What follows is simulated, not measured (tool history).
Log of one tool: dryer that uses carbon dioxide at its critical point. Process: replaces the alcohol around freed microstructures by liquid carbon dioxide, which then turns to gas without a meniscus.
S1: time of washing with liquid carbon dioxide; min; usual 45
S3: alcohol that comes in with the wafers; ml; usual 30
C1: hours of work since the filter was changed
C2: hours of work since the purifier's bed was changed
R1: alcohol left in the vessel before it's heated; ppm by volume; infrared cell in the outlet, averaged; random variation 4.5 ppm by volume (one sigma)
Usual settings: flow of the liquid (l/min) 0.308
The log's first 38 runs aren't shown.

{"run": 39, "day": 28.683, "S1": 36, "flow of the liquid (l/min)": 0.203, "S3": 31, "C1": 160, "C2": 588, "R1": 599}
{"run": 40, "day": 29.388, "S1": 36, "flow of the liquid (l/min)": 0.203, "S3": 31, "C1": 168, "C2": 596, "R1": 609}
{"run": 41, "day": 29.933, "S1": 27, "flow of the liquid (l/min)": 0.476, "S3": 21, "C1": 174, "C2": 602, "R1": 47}
{"run": 42, "day": 30.583, "S1": 68, "flow of the liquid (l/min)": 0.345, "S3": 21, "C1": 181, "C2": 609, "R1": 23}
{"run": 43, "day": 31.533, "S1": 37, "flow of the liquid (l/min)": 0.216, "S3": 21, "C1": 191, "C2": 619, "R1": 327}
{"run": 44, "day": 32.221, "S1": 37, "flow of the liquid (l/min)": 0.216, "S3": 21, "C1": 199, "C2": 627, "R1": 330}
{"run": 45, "day": 33.254, "S1": 65, "flow of the liquid (l/min)": 0.216, "S3": 24, "C1": 210, "C2": 638, "R1": 44}
{"run": 46, "day": 33.871, "S1": 65, "flow of the liquid (l/min)": 0.522, "S3": 24, "C1": 217, "C2": 645, "R1": 27}

Forecast each of these 4 alternatives for the next run:
{"run": "A", "day": 34.829, "S1": 45, "flow of the liquid (l/min)": 0.247, "S3": 88, "C1": 227, "C2": 656, "R1": "?"}
{"run": "B", "day": 34.829, "S1": 65, "flow of the liquid (l/min)": 0.483, "S3": 27, "C1": 227, "C2": 656, "R1": "?"}
{"run": "C", "day": 34.829, "S1": 65, "flow of the liquid (l/min)": 0.5, "S3": 24, "C1": 227, "C2": 656, "R1": "?"}
{"run": "D", "day": 34.829, "S1": 65, "flow of the liquid (l/min)": 0.232, "S3": 24, "C1": 227, "C2": 656, "R1": "?"}

run=A R1=330
run=B R1=29
run=C R1=34
run=D R1=39
Without the tool's hidden state the same runs would have given:
run=A R1=209
run=B R1=5
run=C R1=9
run=D R1=9
